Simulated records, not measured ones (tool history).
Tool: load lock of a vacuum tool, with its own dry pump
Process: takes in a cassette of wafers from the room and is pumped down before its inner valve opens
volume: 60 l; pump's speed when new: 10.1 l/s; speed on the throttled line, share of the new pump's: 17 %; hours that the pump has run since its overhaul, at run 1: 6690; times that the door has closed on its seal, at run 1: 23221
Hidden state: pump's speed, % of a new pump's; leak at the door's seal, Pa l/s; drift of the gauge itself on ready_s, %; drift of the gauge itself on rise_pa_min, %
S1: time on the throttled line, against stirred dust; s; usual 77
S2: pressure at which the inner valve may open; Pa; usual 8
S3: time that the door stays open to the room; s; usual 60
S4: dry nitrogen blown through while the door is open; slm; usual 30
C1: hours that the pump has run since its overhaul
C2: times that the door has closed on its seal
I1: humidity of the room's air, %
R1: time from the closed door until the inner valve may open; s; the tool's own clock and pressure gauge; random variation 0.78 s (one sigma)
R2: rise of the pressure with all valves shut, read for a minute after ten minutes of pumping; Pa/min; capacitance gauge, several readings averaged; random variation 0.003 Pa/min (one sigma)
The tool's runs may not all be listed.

run	day	S1	S2	S3	S4	C1	C2	I1	R1	R2
1	0.000	77	8	60	30	6690	23221	47.1	120.3	0.045
2	10.396	77	8	34	30	6940	23718	43.7	121.3	0.038
3	20.692	77	8	34	30	7187	24210	44.4	121.0	0.036
4	34.342	77	8	60	21	7515	24861	45.5	119.7	0.052
5	42.350	77	8	60	30	7707	25244	43.7	121.6	0.045
6	58.133	94	8	60	30	8086	25998	46.6	135.5	0.042
7	72.925	94	8	60	30	8441	26704	45.6	132.8	0.045
8	86.129	77	8	60	30	8757	27335	48.7	121.7	0.046
9	99.021	77	8	60	16	9067	27950	48.1	120.1	0.062
10	114.012	77	8	40	30	9427	28666	48.0	120.8	0.042
11	124.996	77	8	60	11	9690	29191	49.2	120.5	0.069
12	142.054	77	8	60	11	10100	30005	41.6	120.8	0.053
13	158.192	77	8	60	11	10487	30776	45.0	120.9	0.061
14	169.942	77	8	60	11	10769	31337	46.3	119.6	0.060
15	186.850	77	8	60	11	11175	32145	46.8	119.7	0.058
16	203.975	143	9	60	11	11586	32962	44.8	174.9	0.058
17	213.679	77	8	60	30	11819	33426	48.9	120.1	0.046
18	221.171	77	11	33	30	11998	33784	44.5	118.1	0.039
19	233.958	77	11	33	30	12305	34394	45.5	118.8	0.036
# day 239.983: dry pump taken out, an overhauled one fitted
20	242.071	108	6	60	6	50	34770	47.0	148.5	0.076
21	257.325	150	11	127	4	416	35498	45.4	178.4	0.090
22	271.804	77	8	45	7	764	36190	45.1	120.5	0.065
23	286.454	81	11	28	43	1115	36889	47.3	121.0	0.030
24	296.917	81	7	28	7	1366	37389	47.6	125.6	0.057
25	307.483	77	7	60	30	1620	37894	44.7	120.9	0.050
26	320.767	77	8	208	30	1939	38528	44.5	120.7	0.071
27	334.650	77	8	208	30	2272	39191	46.5	120.7	0.071
28	348.050	77	13	47	30	2594	39831	45.4	117.7	0.039
29	360.071	44	13	144	11	2882	40405	46.3	90.0	0.083
30	367.629	106	8	60	30	3064	40766	47.4	144.1	0.044

Hidden state at the last listed run before each entry between runs and at the first one after, where it differs:
Between runs 19 and 20: dry pump taken out, an overhauled one fitted (day 239.983)
  pump's speed, % of a new pump's: 99.9 -> 100

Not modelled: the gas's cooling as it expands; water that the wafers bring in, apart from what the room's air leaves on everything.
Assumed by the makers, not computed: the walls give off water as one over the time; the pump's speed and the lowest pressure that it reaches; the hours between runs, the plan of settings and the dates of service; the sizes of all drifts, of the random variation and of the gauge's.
